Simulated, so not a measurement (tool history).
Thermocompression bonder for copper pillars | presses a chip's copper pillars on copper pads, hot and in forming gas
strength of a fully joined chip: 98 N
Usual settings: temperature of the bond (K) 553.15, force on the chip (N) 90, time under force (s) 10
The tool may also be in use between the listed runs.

run,day,temperature of the bond (K),force on the chip (N),time under force (s),force that shears a chip off (N)
1,0.000,553.15,90,10,50.2
2,0.654,562.15,90,10,56.6
3,1.238,553.15,90,19,60.8
4,1.758,553.15,90,19,61.0
5,2.300,553.15,71,19,49.4
6,3.088,524.15,90,10,32.4
7,3.896,524.15,90,10,33.1
8,4.296,524.15,90,10,33.5
9,4.829,553.15,90,17,59.6
10,5.375,553.15,90,17,58.9
11,5.712,553.15,90,5,38.6
12,6.429,528.15,99,27,54.7
13,7.029,528.15,99,27,54.9
14,7.821,582.15,90,12,70.6
# day 8.346: forming gas filter changed
15,8.425,582.15,90,12,74.9
16,8.775,582.15,110,16,86.3
17,9.267,550.15,108,6,51.8
18,9.829,557.15,132,6,65.8
19,10.412,557.15,132,6,66.4
20,10.862,557.15,133,11,76.9
21,11.429,557.15,133,11,77.2

5 ways to go on from here, each from the tool as it stands after run 21. What would each give?
A,12.171,576.15,127,11,?
B,12.171,557.15,133,22,?
C,12.171,553.15,90,18,?
D,12.171,545.15,133,5,?
E,12.171,534.15,123,26,?

run,force that shears a chip off (N)
A,82.8
B,84.9
C,61.3
D,54.0
E,73.0
Without the tool's hidden state the same runs would have given:
run,force that shears a chip off (N)
A,80.1
B,82.3
C,57.0
D,49.6
E,68.5
